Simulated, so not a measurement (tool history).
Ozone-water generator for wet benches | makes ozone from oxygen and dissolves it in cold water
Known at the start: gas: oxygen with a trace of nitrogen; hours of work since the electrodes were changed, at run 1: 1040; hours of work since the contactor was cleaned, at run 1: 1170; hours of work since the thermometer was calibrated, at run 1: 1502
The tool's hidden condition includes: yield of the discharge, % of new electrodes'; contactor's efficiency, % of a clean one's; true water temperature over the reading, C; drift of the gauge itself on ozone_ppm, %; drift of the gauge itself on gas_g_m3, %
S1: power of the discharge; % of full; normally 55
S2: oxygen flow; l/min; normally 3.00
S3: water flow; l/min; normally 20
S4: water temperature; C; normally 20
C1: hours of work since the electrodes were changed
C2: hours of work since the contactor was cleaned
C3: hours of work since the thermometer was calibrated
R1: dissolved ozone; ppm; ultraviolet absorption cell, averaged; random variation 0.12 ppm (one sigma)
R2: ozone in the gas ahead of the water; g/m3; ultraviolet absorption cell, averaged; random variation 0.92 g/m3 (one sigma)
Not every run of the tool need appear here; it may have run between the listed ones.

Run 1, hour 0.0: usual settings; C1 1040; C2 1170; C3 1502. Result: R1 9.5 ppm, R2 154.4 g/m3.
Run 2, hour 48.2: usual settings; C1 1073; C2 1203; C3 1535. Result: R1 9.7 ppm, R2 153.9 g/m3.
Run 3, hour 80.7: usual settings; C1 1094; C2 1224; C3 1556. Result: R1 9.5 ppm, R2 155.8 g/m3.
Run 4, hour 138.5: usual settings; C1 1133; C2 1263; C3 1595. Result: R1 9.4 ppm, R2 153.6 g/m3.
Run 5, hour 190.3: usual settings; C1 1168; C2 1298; C3 1630. Result: R1 9.5 ppm, R2 154.7 g/m3.
Run 6, hour 238.5: usual settings; C1 1201; C2 1331; C3 1663. Result: R1 9.6 ppm, R2 153.9 g/m3.
Run 7, hour 309.7: usual settings; C1 1248; C2 1379; C3 1711. Result: R1 9.7 ppm, R2 153.9 g/m3.
Run 8, hour 353.1: usual settings; C1 1278; C2 1408; C3 1740. Result: R1 9.5 ppm, R2 155.6 g/m3.
Run 9, hour 406.2: usual settings but S1 89 % of full; C1 1313; C2 1443; C3 1775. Result: R1 14.2 ppm, R2 229.7 g/m3.
Run 10, hour 474.6: usual settings but S1 89 % of full; C1 1359; C2 1489; C3 1821. Result: R1 14.2 ppm, R2 229.7 g/m3.
Run 11, hour 531.5: usual settings but S1 89 % of full; C1 1398; C2 1528; C3 1860. Result: R1 14.1 ppm, R2 232.5 g/m3.
Run 12, hour 575.0: usual settings but S1 89 % of full; C1 1427; C2 1557; C3 1889. Result: R1 14.1 ppm, R2 230.0 g/m3.
Run 13, hour 612.6: usual settings but S1 89 % of full, S3 21 l/min; C1 1452; C2 1582; C3 1914. Result: R1 13.2 ppm, R2 229.7 g/m3.
Run 14, hour 662.9: usual settings but S1 89 % of full, S3 21 l/min; C1 1486; C2 1616; C3 1948. Result: R1 13.6 ppm, R2 230.6 g/m3.
Run 15, hour 728.6: usual settings but S1 89 % of full, S3 21 l/min; C1 1530; C2 1660; C3 1992. Result: R1 13.4 ppm, R2 229.6 g/m3.
Run 16, hour 760.0: usual settings; C1 1552; C2 1682; C3 2014. Result: R1 9.5 ppm, R2 154.6 g/m3.
Run 17, hour 802.4: usual settings but S1 77 % of full, S2 3.59 l/min, S4 16 C; C1 1580; C2 1710; C3 2042. Result: R1 13.8 ppm, R2 193.1 g/m3.
Run 18, hour 866.7: usual settings but S1 79 % of full, S2 2.11 l/min, S3 17 l/min, S4 14 C; C1 1623; C2 1753; C3 2085. Result: R1 14.4 ppm, R2 235.4 g/m3.
Run 19, hour 930.6: usual settings but S1 62 % of full, S2 5.23 l/min, S3 17 l/min, S4 14 C; C1 1666; C2 1796; C3 2128. Result: R1 15.4 ppm, R2 141.6 g/m3.
Run 20, hour 993.9: usual settings but S1 100 % of full, S2 2.18 l/min, S3 16 l/min, S4 27 C; C1 1709; C2 1839; C3 2171. Result: R1 16.4 ppm, R2 281.4 g/m3.
Run 21, hour 1035.2: usual settings but S1 100 % of full, S2 2.18 l/min, S3 16 l/min, S4 27 C; C1 1737; C2 1867; C3 2199. Result: R1 16.5 ppm, R2 285.0 g/m3.
Run 22, hour 1099.2: usual settings but S1 61 % of full, S4 16 C; C1 1780; C2 1910; C3 2242. Result: R1 11.0 ppm, R2 167.8 g/m3.
Run 23, hour 1158.1: usual settings but S1 61 % of full, S4 16 C; C1 1819; C2 1949; C3 2281. Result: R1 10.7 ppm, R2 168.8 g/m3.
Run 24, hour 1187.5: usual settings but S1 61 % of full, S4 16 C; C1 1839; C2 1969; C3 2301. Result: R1 10.7 ppm, R2 167.8 g/m3.
Run 25, hour 1233.5: usual settings but S1 44 % of full, S2 1.59 l/min, S3 27 l/min; C1 1870; C2 2000; C3 2332. Result: R1 4.3 ppm, R2 160.4 g/m3.
Run 26, hour 1291.2: usual settings but S1 44 % of full, S2 1.59 l/min, S3 27 l/min; C1 1909; C2 2039; C3 2371. Result: R1 4.3 ppm, R2 161.9 g/m3.
Run 27, hour 1332.1: usual settings but S1 44 % of full, S2 1.59 l/min, S3 27 l/min; C1 1937; C2 2067; C3 2399. Result: R1 4.2 ppm, R2 161.4 g/m3.
Run 28, hour 1361.9: usual settings but S1 44 % of full, S2 2.60 l/min, S3 27 l/min; C1 1957; C2 2087; C3 2419. Result: R1 5.2 ppm, R2 133.7 g/m3.
Run 29, hour 1423.1: usual settings but S1 44 % of full, S2 2.60 l/min, S3 27 l/min; C1 1998; C2 2128; C3 2460. Result: R1 5.4 ppm, R2 135.9 g/m3.
Run 30, hour 1483.5: usual settings but S1 59 % of full, S2 2.96 l/min, S3 23 l/min, S4 25 C; C1 2038; C2 2168; C3 2500. Result: R1 8.0 ppm, R2 163.1 g/m3.
Run 31, hour 1514.6: usual settings but S4 17 C; C1 2059; C2 2189; C3 2521. Result: R1 9.8 ppm, R2 155.1 g/m3.

Alternative continuations, all from the tool just after run 31; predict every row:
Run A, hour 1582.1: usual settings but S2 2.13 l/min, S3 22 l/min; C1 2105; C2 2235; C3 2567. Result: R1 ?, R2 ?.
Run B, hour 1582.1: usual settings but S1 59 % of full, S2 3.30 l/min, S4 17 C; C1 2105; C2 2235; C3 2567. Result: R1 ?, R2 ?.
Run C, hour 1582.1: usual settings but S2 2.25 l/min, S4 17 C; C1 2105; C2 2235; C3 2567. Result: R1 ?, R2 ?.

run    R1     R2
  A   7.7  175.5
  B  10.9  158.3
  C   8.9  171.2
Take away the tool's hidden state, keep each run's random variation, and the runs would have read:
run    R1     R2
  A   7.7  175.5
  B  10.9  158.3
  C   8.9  171.3
